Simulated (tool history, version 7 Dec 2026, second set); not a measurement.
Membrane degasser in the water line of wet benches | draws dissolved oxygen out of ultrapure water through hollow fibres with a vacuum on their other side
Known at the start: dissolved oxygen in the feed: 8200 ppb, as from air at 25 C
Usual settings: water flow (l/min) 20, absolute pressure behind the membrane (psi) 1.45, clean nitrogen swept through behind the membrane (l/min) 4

run,day,water flow (l/min),absolute pressure behind the membrane (psi),clean nitrogen swept through behind the membrane (l/min),dissolved oxygen in the water behind the degasser (ppb),pressure that the water loses in the fibres (psi)
1,0,20,1.45,4,121.7,8.521
2,4.512,20,1.45,7.21,87.4,8.608
3,10.933,12,1.45,7.21,34.3,5.171
4,16.558,12,1.45,7.21,34.5,5.168
5,24.854,20,2.32,4,195.6,8.638
6,31.258,20,2.32,4,194.6,8.638
7,36.346,20,2.32,4,190.3,8.579
8,44.954,20,2.32,4,191.9,8.695
9,51.896,20,2.32,4,189.7,8.714
10,61.067,20,2.32,4,194.3,8.666
11,65.771,20,3.03,4,247.5,8.717
12,70.354,20,3.03,4,253,8.757
13,77,20,3.03,4,250.2,8.772

Run 14 comes next. What will it give?
# day 82.379: gauge calibrated
14,85.238,20,3.03,4,?,?

{"run 14": {"dissolved oxygen in the water behind the degasser (ppb)": 250.3, "pressure that the water loses in the fibres (psi)": 8.524}}
Without the tool's hidden state the same run would have given dissolved oxygen in the water behind the degasser (ppb) 250.1, pressure that the water loses in the fibres (psi) 8.514.
